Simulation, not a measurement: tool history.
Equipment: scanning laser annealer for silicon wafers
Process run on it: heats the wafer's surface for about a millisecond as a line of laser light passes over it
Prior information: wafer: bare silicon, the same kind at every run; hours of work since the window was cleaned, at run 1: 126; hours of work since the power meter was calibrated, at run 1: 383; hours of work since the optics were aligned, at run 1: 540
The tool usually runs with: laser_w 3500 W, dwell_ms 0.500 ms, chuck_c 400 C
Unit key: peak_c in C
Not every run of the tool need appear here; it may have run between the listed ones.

run   hour  laser_w  dwell_ms  chuck_c  hours of work since the window was cleaned  hours of work since the power meter was calibrated  hours of work since the optics were aligned  peak_c
  1    0.0     3500     0.500      400                                         126                                                 383                                          540    1169
  2   14.8     3500     0.500      400                                         138                                                 395                                          552    1171
  3   30.1     3500     0.500      400                                         150                                                 407                                          564    1169
  4   39.0     3500     0.500      400                                         158                                                 414                                          571    1167
  5   60.0     3500     0.500      400                                         174                                                 431                                          588    1167
  6   73.7     3500     0.500      400                                         185                                                 442                                          599    1168
  7   91.0     3500     0.500      400                                         199                                                 456                                          613    1164
  8   99.9     3500     0.500      400                                         206                                                 463                                          620    1166
  9  118.6     3500     0.500      405                                         221                                                 478                                          635    1171
 10  128.2     3500     0.500      405                                         229                                                 485                                          642    1170
 11  144.4     3500     0.500      405                                         242                                                 498                                          655    1169
 12  154.9     3500     0.500      405                                         250                                                 507                                          664    1170
 13  165.3     3500     0.500      405                                         259                                                 515                                          672    1168
 14  183.0     3500     0.500      405                                         273                                                 529                                          686    1169
 15  196.6     3500     0.500      405                                         284                                                 540                                          697    1163
 16  206.1     3500     0.500      405                                         291                                                 548                                          705    1166
 17  226.5     3500     0.500      405                                         307                                                 564                                          721    1163
     241.6  -- window over the wafer cleaned
 18  241.9     3799     0.500      400                                           0                                                 574                                          732    1266
 19  261.1     3500     0.500      400                                          16                                                 590                                          747    1180
 20  270.0     3500     0.500      400                                          23                                                 597                                          754    1174
 21  285.2     3500     0.500      400                                          35                                                 609                                          766    1177
 22  298.1     3066     0.396      362                                          45                                                 619                                          777     949
 23  315.4     3500     0.372      435                                          59                                                 633                                          790    1112
 24  335.1     3500     0.372      435                                          75                                                 649                                          806    1110
 25  353.6     3204     0.411      422                                          90                                                 664                                          821    1048
 26  367.8     3505     0.500      400                                         101                                                 675                                          832    1174
 27  381.9     3797     0.473      376                                         112                                                 686                                          844    1212
     403.1  -- optics aligned, line set to its width
 28  403.1     2986     0.411      400                                         125                                                 699                                            0     977
 29  415.9     2986     0.411      400                                         135                                                 709                                           10     975
 30  435.8     3500     0.500      416                                         151                                                 725                                           26    1195
 31  446.1     3035     0.500      417                                         159                                                 734                                           34    1060
 32  455.3     3035     0.500      417                                         167                                                 741                                           42    1056
 33  464.1     3035     0.500      417                                         174                                                 748                                           49    1059
 34  481.7     3035     0.500      417                                         188                                                 762                                           63    1058
 35  494.6     3242     0.431      400                                         198                                                 772                                           73    1055
 36  506.3     3500     0.407      400                                         207                                                 782                                           82    1104
 37  525.1     3353     0.404      400                                         223                                                 797                                           97    1065
 38  543.4     3109     0.461      373                                         237                                                 811                                          112    1007
 39  552.9     3737     0.588      400                                         245                                                 819                                          120    1307
 40  563.8     3737     0.560      400                                         253                                                 828                                          128    1286
 41  577.5     3170     0.500      400                                         264                                                 839                                          139    1075

For each run, the measured value with the value that run would have given without the tool's hidden condition subtracted. The run-to-run variation is shared by both, the gauge scatter possibly not:
The hidden state here: light that passes the window, % of a clean one's; laser's true power over the reading, %; width of the line over the set one, %; drift of the gauge itself on peak_c, C.
run  peak_c
  1     -14
  2     -15
  3     -16
  4     -16
  5     -17
  6     -18
  7     -19
  8     -19
  9     -20
 10     -21
 11     -21
 12     -22
 13     -22
 14     -23
 15     -24
 16     -25
 17     -25
 18      -9
 19      -9
 20      -9
 21     -10
 22      -8
 23     -10
 24     -11
 25     -12
 26     -15
 27     -17
 28      -4
 29      -4
 30      -7
 31      -6
 32      -7
 33      -6
 34      -7
 35      -8
 36      -9
 37     -10
 38     -10
 39     -14
 40     -15
 41     -12

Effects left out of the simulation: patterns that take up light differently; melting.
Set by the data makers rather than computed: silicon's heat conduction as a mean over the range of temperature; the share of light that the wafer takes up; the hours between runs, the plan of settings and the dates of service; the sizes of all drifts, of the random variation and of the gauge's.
